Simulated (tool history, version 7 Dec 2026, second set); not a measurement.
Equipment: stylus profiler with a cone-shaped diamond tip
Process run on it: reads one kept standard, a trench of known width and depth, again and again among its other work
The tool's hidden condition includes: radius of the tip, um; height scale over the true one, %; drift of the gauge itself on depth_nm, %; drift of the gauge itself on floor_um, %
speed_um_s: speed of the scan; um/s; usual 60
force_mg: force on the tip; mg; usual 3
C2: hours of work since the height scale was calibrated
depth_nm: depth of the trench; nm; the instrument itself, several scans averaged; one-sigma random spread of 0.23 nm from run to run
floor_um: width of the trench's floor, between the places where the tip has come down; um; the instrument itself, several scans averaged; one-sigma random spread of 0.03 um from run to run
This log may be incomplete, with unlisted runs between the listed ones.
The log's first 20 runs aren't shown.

run 21 hour=998.8 | speed_um_s=34 force_mg=5.68 | scans_with_this_tip=16220 C2=126 | depth_nm=1012.78 floor_um=24.58
run 22 hour=1036.5 | speed_um_s=60 force_mg=2.92 | scans_with_this_tip=16466 C2=154 | depth_nm=1008.15 floor_um=24.44
run 23 hour=1075.7 | speed_um_s=26 force_mg=6.08 | scans_with_this_tip=16721 C2=183 | depth_nm=1013.11 floor_um=24.59
run 24 hour=1103.9 | speed_um_s=40 force_mg=8.58 | scans_with_this_tip=16905 C2=204 | depth_nm=1016.68 floor_um=24.52
run 25 hour=1151.6 | speed_um_s=40 force_mg=8.58 | scans_with_this_tip=17217 C2=239 | depth_nm=1016.71 floor_um=24.5
run 26 hour=1181.7 | speed_um_s=20 force_mg=1.43 | scans_with_this_tip=17413 C2=261 | depth_nm=1004.59 floor_um=24.42
run 27 hour=1236.7 | speed_um_s=31 force_mg=7.61 | scans_with_this_tip=17772 C2=301 | depth_nm=1015.01 floor_um=24.5
run 28 hour=1273.2 | speed_um_s=99 force_mg=1.08 | scans_with_this_tip=18010 C2=328 | depth_nm=1003.65 floor_um=24.02
run 29 hour=1321.6 | speed_um_s=31 force_mg=4.99 | scans_with_this_tip=18326 C2=364 | depth_nm=1011 floor_um=24.5
-- hour=1331.7 new tip fitted, height scale calibrated
run 30 hour=1384.4 | speed_um_s=31 force_mg=4.99 | scans_with_this_tip=344 C2=39 | depth_nm=1011.62 floor_um=26.01
run 31 hour=1425.4 | speed_um_s=31 force_mg=5.52 | scans_with_this_tip=611 C2=69 | depth_nm=1012.56 floor_um=25.94
run 32 hour=1477.4 | speed_um_s=60 force_mg=7.38 | scans_with_this_tip=951 C2=107 | depth_nm=1015.4 floor_um=25.89
run 33 hour=1536.8 | speed_um_s=60 force_mg=7.38 | scans_with_this_tip=1338 C2=151 | depth_nm=1015.13 floor_um=25.85
run 34 hour=1572 | speed_um_s=60 force_mg=7.38 | scans_with_this_tip=1568 C2=177 | depth_nm=1015.03 floor_um=25.84
run 35 hour=1620.9 | speed_um_s=145 force_mg=5.98 | scans_with_this_tip=1887 C2=213 | depth_nm=1013.18 floor_um=25.58
run 36 hour=1652 | speed_um_s=111 force_mg=3.98 | scans_with_this_tip=2090 C2=236 | depth_nm=1009.32 floor_um=25.61
run 37 hour=1700.1 | speed_um_s=79 force_mg=2.96 | scans_with_this_tip=2404 C2=271 | depth_nm=1007.68 floor_um=25.52
run 38 hour=1750.7 | speed_um_s=79 force_mg=2.96 | scans_with_this_tip=2734 C2=309 | depth_nm=1007.79 floor_um=25.58
run 39 hour=1785.1 | speed_um_s=19 force_mg=1.81 | scans_with_this_tip=2958 C2=334 | depth_nm=1004.94 floor_um=25.78

Consider 3 possible next runs. They are alternatives, not a sequence: every one starts from the tool as it was left by run 39. What does each give?
run A hour=1842.9 | speed_um_s=60 force_mg=2.26 | scans_with_this_tip=3335 C2=376 | depth_nm=? floor_um=?
run B hour=1842.9 | speed_um_s=16 force_mg=7.18 | scans_with_this_tip=3335 C2=376 | depth_nm=? floor_um=?
run C hour=1842.9 | speed_um_s=19 force_mg=8.28 | scans_with_this_tip=3335 C2=376 | depth_nm=? floor_um=?

run=A depth_nm=1006.59 floor_um=25.56
run=B depth_nm=1014.17 floor_um=25.62
run=C depth_nm=1015.81 floor_um=25.67
With no hidden state in the tool, these same runs would have given:
run=A depth_nm=1007.59 floor_um=25.82
run=B depth_nm=1015.17 floor_um=25.89
run=C depth_nm=1016.81 floor_um=25.93
